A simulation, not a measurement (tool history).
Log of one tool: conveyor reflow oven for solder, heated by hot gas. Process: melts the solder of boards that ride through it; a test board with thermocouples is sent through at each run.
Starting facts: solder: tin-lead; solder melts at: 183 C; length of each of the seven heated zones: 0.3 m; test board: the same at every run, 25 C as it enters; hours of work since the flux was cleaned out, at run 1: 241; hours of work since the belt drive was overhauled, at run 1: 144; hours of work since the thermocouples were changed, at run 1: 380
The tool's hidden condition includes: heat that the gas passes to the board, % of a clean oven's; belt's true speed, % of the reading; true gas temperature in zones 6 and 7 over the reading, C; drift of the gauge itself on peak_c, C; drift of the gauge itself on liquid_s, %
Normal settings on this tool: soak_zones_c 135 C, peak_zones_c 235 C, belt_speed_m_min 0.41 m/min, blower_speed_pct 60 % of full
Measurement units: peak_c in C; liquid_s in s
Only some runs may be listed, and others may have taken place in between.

run	hour	soak_zones_c	peak_zones_c	belt_speed_m_min	blower_speed_pct	hours of work since the flux was cleaned out	hours of work since the belt drive was overhauled	hours of work since the thermocouples were changed	peak_c	liquid_s
1	0	135	235	0.41	60	241	144	380	218.5	65.8
2	6.4	135	235	0.349	60	245	147	384	223.2	83
3	21.4	135	246	0.41	60	254	156	393	228	73.2
4	28.9	135	246	0.41	60	258	161	397	227.9	72.8
5	44.3	135	246	0.41	60	267	170	406	228.2	72.8
6	59.5	135	246	0.41	60	276	179	415	228.2	73
7	73.2	135	246	0.41	60	284	187	423	228.4	73
8	87.5	135	246	0.41	60	293	195	432	228.3	72.7
9	99.4	141	235	0.41	60	300	202	439	219.5	69.1
# hour 117.1: flux residue cleaned out of gas plates and filters
10	118.9	131	235	0.439	60	1	211	447	215	56.5
11	132.6	135	246	0.41	79	9	219	455	233.6	76.4

Take each entry between the runs: how does the hidden state at the last listed run before it differ from the hidden state at the first listed run after it?
After run 9, before run 10: flux residue cleaned out of gas plates and filters (hour 117.1)
  heat that the gas passes to the board, % of a clean oven's: 99.9 -> 100; belt's true speed, % of the reading: 99.99 -> 99.98
